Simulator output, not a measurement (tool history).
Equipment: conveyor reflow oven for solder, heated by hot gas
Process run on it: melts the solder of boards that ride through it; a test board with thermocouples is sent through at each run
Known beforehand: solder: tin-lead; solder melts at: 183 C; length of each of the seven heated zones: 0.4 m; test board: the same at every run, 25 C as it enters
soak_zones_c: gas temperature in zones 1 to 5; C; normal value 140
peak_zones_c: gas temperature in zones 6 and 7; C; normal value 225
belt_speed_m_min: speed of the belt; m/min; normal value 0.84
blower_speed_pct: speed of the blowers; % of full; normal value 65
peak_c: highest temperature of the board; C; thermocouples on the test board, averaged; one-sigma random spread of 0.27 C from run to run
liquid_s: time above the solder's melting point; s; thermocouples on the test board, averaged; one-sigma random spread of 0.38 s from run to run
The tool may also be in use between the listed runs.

run,hour,soak_zones_c,peak_zones_c,belt_speed_m_min,blower_speed_pct,peak_c,liquid_s
1,0,140,225,0.84,65,203.4,31.5
2,12.1,140,225,0.84,65,203.5,31.7
3,27.3,140,225,0.84,65,203.2,31.8
4,42,140,225,0.84,81,209.2,37.9
5,61.2,140,225,0.84,81,208.7,37.8
6,81.9,140,235,0.84,81,217.2,42.9
7,95.1,140,235,0.84,81,218,43.9
8,111.2,140,235,0.84,81,217.3,43.1
9,130.7,154,225,0.84,65,207.5,40.8
10,142.9,130,225,0.84,65,201.3,27.7
11,159.2,130,225,0.84,65,201.8,28.1
12,173.8,130,225,0.84,65,202.1,27.6
13,188.6,130,225,0.84,65,202.1,28
14,205.2,130,225,0.84,65,201.8,27.9
15,216.8,140,225,0.84,65,204.3,32.4
16,231,154,225,0.84,65,207.8,39.9
17,240.7,154,225,0.84,65,207.6,40.4
18,258.9,154,225,0.84,65,207.5,40
19,270.3,133,225,0.84,65,202.2,28.8
20,286.4,130,234,0.703,87,222.3,53
21,304.1,130,234,0.703,87,222.4,52.6
22,315.6,140,235,0.84,65,211.9,39
23,324.8,140,235,0.84,65,212.4,38.7
24,343.8,140,235,0.84,65,211.9,38.7
25,354.7,130,226,0.672,57,207.3,42.4
26,370.1,151,219,0.783,65,204.6,39.7
27,388.6,141,227,0.983,77,204.1,27.9
28,400.2,149,225,0.84,61,205,36.2
29,409.9,149,225,0.84,61,204.4,35.6
30,429.4,149,225,0.84,61,205.2,35.8

Taken out of this log: 1 entry between the listed runs. Where each belongs, and how the hidden state differs across it:
Between runs 3 and 4: flux residue cleaned out of gas plates and filters (hour 40.8)
  heat that the gas passes to the board, % of a clean oven's: 95.7 -> 99.7; belt's true speed, % of the reading: 99.46 -> 99.45; true gas temperature in zones 6 and 7 over the reading, C: 1.56 -> 1.58
  what was measured, less what the result would be without the hidden state, peak_c: +0.2 -> +1.4 C; liquid_s: +0.1 -> +1.3 s
